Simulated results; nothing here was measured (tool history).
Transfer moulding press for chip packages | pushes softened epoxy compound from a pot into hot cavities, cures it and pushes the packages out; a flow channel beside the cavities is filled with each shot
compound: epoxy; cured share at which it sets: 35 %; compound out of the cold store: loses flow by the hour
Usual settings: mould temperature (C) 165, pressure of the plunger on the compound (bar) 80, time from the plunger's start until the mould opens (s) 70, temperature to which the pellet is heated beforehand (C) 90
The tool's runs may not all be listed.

| run | hour | mould temperature (C) | pressure of the plunger on the compound (bar) | time from the plunger's start until the mould opens (s) | temperature to which the pellet is heated beforehand (C) | incoming compound's hours out of the cold store | length that the compound runs in the flow channel (mm) | greatest force on the pins that push the packages out (N) |
|---|---|---|---|---|---|---|---|---|
| 1 | 0 | 165 | 80 | 70 | 90 | 39.3 | 785 | 451 |
|  | 28.9 | cavities cleaned with cleaning compound and waxed |
| 2 | 44.9 | 165 | 80 | 70 | 90 | 25.6 | 810 | 487 |
|  | 66.1 | cavities cleaned with cleaning compound and waxed |
| 3 | 74.8 | 165 | 80 | 71 | 90 | 17.5 | 824 | 454 |
|  | 103.4 | cavities cleaned with cleaning compound and waxed |
| 4 | 118.2 | 162 | 80 | 71 | 90 | 46.3 | 794 | 538 |
|  | 137.9 | cavities cleaned with cleaning compound and waxed |
|  | 157.9 | plunger's sealing rings changed |
| 5 | 159.1 | 162 | 80 | 71 | 90 | 14.8 | 843 | 587 |
|  | 177.7 | cavities cleaned with cleaning compound and waxed |
| 6 | 194 | 165 | 64.3 | 70 | 90 | 19.2 | 735 | 469 |
|  | 214.8 | cavities cleaned with cleaning compound and waxed |
| 7 | 224.2 | 165 | 80 | 70 | 90 | 41.3 | 787 | 448 |
| 8 | 247.3 | 172 | 80 | 70 | 90 | 29.7 | 778 | 281 |
|  | 250.9 | cavities cleaned with cleaning compound and waxed |
|  | 287.3 | cavities cleaned with cleaning compound and waxed |
| 9 | 288.9 | 165 | 80 | 63 | 90 | 19 | 828 | 646 |
| 10 | 310 | 165 | 80 | 63 | 90 | 16.1 | 826 | 622 |
|  | 322.4 | cavities cleaned with cleaning compound and waxed |
| 11 | 331.6 | 165 | 80 | 70 | 90 | 16.3 | 831 | 463 |
|  | 357.7 | cavities cleaned with cleaning compound and waxed |
| 12 | 363.1 | 165 | 66.8 | 70 | 90 | 42 | 720 | 435 |
| 13 | 389.4 | 165 | 66.8 | 70 | 90 | 16.2 | 761 | 468 |
|  | 393.8 | cavities cleaned with cleaning compound and waxed |
|  | 424.6 | plunger's sealing rings changed |
|  | 432.1 | cavities cleaned with cleaning compound and waxed |
| 14 | 435.5 | 165 | 80 | 57 | 90 | 8.4 | 836 | 872 |
| 15 | 458.7 | 166 | 66 | 62 | 90 | 12.7 | 750 | 635 |
|  | 468.8 | cavities cleaned with cleaning compound and waxed |
|  | 504.1 | cavities cleaned with cleaning compound and waxed |
| 16 | 506.1 | 163 | 65.8 | 58 | 92 | 19.8 | 752 | 889 |
| 17 | 532.3 | 171 | 80 | 72 | 87 | 11.9 | 816 | 281 |
|  | 541 | cavities cleaned with cleaning compound and waxed |
| 18 | 556.4 | 166 | 80 | 59 | 85 | 32.9 | 796 | 708 |
|  | 576.3 | cavities cleaned with cleaning compound and waxed |
| 19 | 583.2 | 166 | 80 | 59 | 85 | 38.6 | 778 | 709 |
|  | 612.4 | cavities cleaned with cleaning compound and waxed |
| 20 | 612.6 | 168 | 95.8 | 59 | 85 | 31.1 | 862 | 612 |
| 21 | 645 | 168 | 95.8 | 59 | 85 | 43.4 | 842 | 623 |
|  | 649.6 | cavities cleaned with cleaning compound and waxed |
| 22 | 672.2 | 161 | 70 | 82 | 90 | 19.1 | 790 | 432 |
|  | 684.6 | cavities cleaned with cleaning compound and waxed |
|  | 694.2 | plunger's sealing rings changed |
| 23 | 707.7 | 161 | 70 | 82 | 90 | 43.4 | 750 | 396 |

Forecast run 24:
|  | 721.7 | cavities cleaned with cleaning compound and waxed |
| 24 | 732.1 | 161 | 70 | 82 | 90 | 26.6 | ? | ? |

length that the compound runs in the flow channel (mm): 777
greatest force on the pins that push the packages out (N): 427
Without the tool's hidden state the same run would have given length that the compound runs in the flow channel (mm) 777, greatest force on the pins that push the packages out (N) 425.

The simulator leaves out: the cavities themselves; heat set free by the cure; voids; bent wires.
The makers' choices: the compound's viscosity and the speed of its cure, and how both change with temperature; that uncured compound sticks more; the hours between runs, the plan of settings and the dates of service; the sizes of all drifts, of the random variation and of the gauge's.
